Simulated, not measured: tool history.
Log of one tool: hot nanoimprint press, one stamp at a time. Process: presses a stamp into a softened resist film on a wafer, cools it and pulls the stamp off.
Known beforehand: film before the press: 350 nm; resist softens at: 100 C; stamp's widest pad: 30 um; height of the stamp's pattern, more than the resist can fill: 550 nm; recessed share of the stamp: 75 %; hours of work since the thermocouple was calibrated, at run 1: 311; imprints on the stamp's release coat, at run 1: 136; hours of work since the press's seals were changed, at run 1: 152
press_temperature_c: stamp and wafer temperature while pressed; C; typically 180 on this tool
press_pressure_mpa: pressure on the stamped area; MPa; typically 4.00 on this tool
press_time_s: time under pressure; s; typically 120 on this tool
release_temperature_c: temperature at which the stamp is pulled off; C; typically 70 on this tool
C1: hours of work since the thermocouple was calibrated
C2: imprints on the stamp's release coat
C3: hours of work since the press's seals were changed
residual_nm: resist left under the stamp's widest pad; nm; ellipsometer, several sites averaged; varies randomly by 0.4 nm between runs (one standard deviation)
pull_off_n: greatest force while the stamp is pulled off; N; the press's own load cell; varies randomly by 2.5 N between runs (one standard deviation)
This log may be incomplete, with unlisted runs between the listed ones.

{"run": 1, "day": 0.0, "press_temperature_c": 180, "press_pressure_mpa": 4.0, "press_time_s": 120, "release_temperature_c": 70, "C1": 311, "C2": 136, "C3": 152, "residual_nm": 182.5, "pull_off_n": 117}
{"run": 2, "day": 1.0, "press_temperature_c": 171, "press_pressure_mpa": 4.0, "press_time_s": 120, "release_temperature_c": 70, "C1": 329, "C2": 214, "C3": 170, "residual_nm": 256.2, "pull_off_n": 124}
{"run": 3, "day": 1.842, "press_temperature_c": 186, "press_pressure_mpa": 4.0, "press_time_s": 120, "release_temperature_c": 70, "C1": 345, "C2": 280, "C3": 186, "residual_nm": 139.6, "pull_off_n": 120}
{"run": 4, "day": 2.854, "press_temperature_c": 180, "press_pressure_mpa": 4.0, "press_time_s": 77, "release_temperature_c": 70, "C1": 364, "C2": 359, "C3": 205, "residual_nm": 210.5, "pull_off_n": 125}
{"run": 5, "day": 3.358, "press_temperature_c": 173, "press_pressure_mpa": 4.0, "press_time_s": 77, "release_temperature_c": 70, "C1": 374, "C2": 398, "C3": 215, "residual_nm": 265.2, "pull_off_n": 134}
{"run": 6, "day": 3.783, "press_temperature_c": 180, "press_pressure_mpa": 4.0, "press_time_s": 164, "release_temperature_c": 70, "C1": 382, "C2": 432, "C3": 223, "residual_nm": 162.3, "pull_off_n": 129}
{"run": 7, "day": 4.812, "press_temperature_c": 180, "press_pressure_mpa": 4.0, "press_time_s": 164, "release_temperature_c": 70, "C1": 401, "C2": 512, "C3": 242, "residual_nm": 162.2, "pull_off_n": 129}
{"run": 8, "day": 5.462, "press_temperature_c": 180, "press_pressure_mpa": 4.0, "press_time_s": 164, "release_temperature_c": 70, "C1": 413, "C2": 563, "C3": 254, "residual_nm": 162.0, "pull_off_n": 136}
{"run": 9, "day": 6.133, "press_temperature_c": 191, "press_pressure_mpa": 4.0, "press_time_s": 164, "release_temperature_c": 70, "C1": 426, "C2": 615, "C3": 267, "residual_nm": 97.0, "pull_off_n": 135}
{"run": 10, "day": 6.7, "press_temperature_c": 191, "press_pressure_mpa": 4.0, "press_time_s": 164, "release_temperature_c": 70, "C1": 436, "C2": 660, "C3": 277, "residual_nm": 96.7, "pull_off_n": 139}
{"run": 11, "day": 7.512, "press_temperature_c": 190, "press_pressure_mpa": 4.0, "press_time_s": 120, "release_temperature_c": 70, "C1": 452, "C2": 723, "C3": 293, "residual_nm": 116.1, "pull_off_n": 141}
{"run": 12, "day": 8.054, "press_temperature_c": 190, "press_pressure_mpa": 4.0, "press_time_s": 120, "release_temperature_c": 60, "C1": 462, "C2": 766, "C3": 303, "residual_nm": 115.7, "pull_off_n": 171}
{"run": 13, "day": 8.642, "press_temperature_c": 190, "press_pressure_mpa": 4.0, "press_time_s": 120, "release_temperature_c": 60, "C1": 473, "C2": 811, "C3": 314, "residual_nm": 115.3, "pull_off_n": 175}
{"run": 14, "day": 9.371, "press_temperature_c": 190, "press_pressure_mpa": 4.0, "press_time_s": 120, "release_temperature_c": 60, "C1": 486, "C2": 869, "C3": 327, "residual_nm": 115.4, "pull_off_n": 186}
{"run": 15, "day": 10.104, "press_temperature_c": 190, "press_pressure_mpa": 4.0, "press_time_s": 120, "release_temperature_c": 60, "C1": 500, "C2": 926, "C3": 341, "residual_nm": 114.6, "pull_off_n": 181}
{"day": 10.662, "done": "plate thermocouple calibrated"}
{"run": 16, "day": 10.846, "press_temperature_c": 186, "press_pressure_mpa": 4.06, "press_time_s": 71, "release_temperature_c": 76, "C1": 3, "C2": 974, "C3": 353, "residual_nm": 176.0, "pull_off_n": 143}
{"run": 17, "day": 11.375, "press_temperature_c": 186, "press_pressure_mpa": 4.06, "press_time_s": 71, "release_temperature_c": 76, "C1": 13, "C2": 1015, "C3": 363, "residual_nm": 176.0, "pull_off_n": 144}
{"run": 18, "day": 11.958, "press_temperature_c": 186, "press_pressure_mpa": 5.07, "press_time_s": 71, "release_temperature_c": 76, "C1": 24, "C2": 1061, "C3": 374, "residual_nm": 161.6, "pull_off_n": 136}
{"run": 19, "day": 12.967, "press_temperature_c": 188, "press_pressure_mpa": 3.85, "press_time_s": 95, "release_temperature_c": 70, "C1": 43, "C2": 1140, "C3": 392, "residual_nm": 147.8, "pull_off_n": 166}
{"run": 20, "day": 13.488, "press_temperature_c": 188, "press_pressure_mpa": 3.85, "press_time_s": 95, "release_temperature_c": 70, "C1": 53, "C2": 1181, "C3": 402, "residual_nm": 148.0, "pull_off_n": 164}
{"run": 21, "day": 14.25, "press_temperature_c": 188, "press_pressure_mpa": 3.85, "press_time_s": 95, "release_temperature_c": 70, "C1": 67, "C2": 1240, "C3": 417, "residual_nm": 147.4, "pull_off_n": 167}
{"run": 22, "day": 15.175, "press_temperature_c": 188, "press_pressure_mpa": 3.85, "press_time_s": 95, "release_temperature_c": 70, "C1": 85, "C2": 1313, "C3": 434, "residual_nm": 147.8, "pull_off_n": 177}
{"run": 23, "day": 16.217, "press_temperature_c": 188, "press_pressure_mpa": 3.85, "press_time_s": 95, "release_temperature_c": 70, "C1": 104, "C2": 1394, "C3": 453, "residual_nm": 147.6, "pull_off_n": 174}
{"run": 24, "day": 17.088, "press_temperature_c": 188, "press_pressure_mpa": 3.85, "press_time_s": 95, "release_temperature_c": 70, "C1": 120, "C2": 1463, "C3": 470, "residual_nm": 148.0, "pull_off_n": 184}

5 ways to go on from here, each from the tool as it stands after run 24. What would each give?
{"run": "A", "day": 18.112, "press_temperature_c": 185, "press_pressure_mpa": 3.85, "press_time_s": 219, "release_temperature_c": 68, "C1": 140, "C2": 1543, "C3": 489, "residual_nm": "?", "pull_off_n": "?"}
{"run": "B", "day": 18.112, "press_temperature_c": 172, "press_pressure_mpa": 4.17, "press_time_s": 169, "release_temperature_c": 70, "C1": 140, "C2": 1543, "C3": 489, "residual_nm": "?", "pull_off_n": "?"}
{"run": "C", "day": 18.112, "press_temperature_c": 182, "press_pressure_mpa": 3.94, "press_time_s": 95, "release_temperature_c": 76, "C1": 140, "C2": 1543, "C3": 489, "residual_nm": "?", "pull_off_n": "?"}
{"run": "D", "day": 18.112, "press_temperature_c": 185, "press_pressure_mpa": 4.0, "press_time_s": 120, "release_temperature_c": 70, "C1": 140, "C2": 1543, "C3": 489, "residual_nm": "?", "pull_off_n": "?"}
{"run": "E", "day": 18.112, "press_temperature_c": 169, "press_pressure_mpa": 2.72, "press_time_s": 69, "release_temperature_c": 70, "C1": 140, "C2": 1543, "C3": 489, "residual_nm": "?", "pull_off_n": "?"}

run=A residual_nm=119.8 pull_off_n=188
run=B residual_nm=228.6 pull_off_n=182
run=C residual_nm=188.3 pull_off_n=165
run=D residual_nm=150.5 pull_off_n=191
run=E residual_nm=314.2 pull_off_n=184
With no hidden state in the tool, these same runs would have given:
run=A residual_nm=119.5 pull_off_n=114
run=B residual_nm=228.4 pull_off_n=110
run=C residual_nm=188.0 pull_off_n=100
run=D residual_nm=150.1 pull_off_n=116
run=E residual_nm=314.5 pull_off_n=112
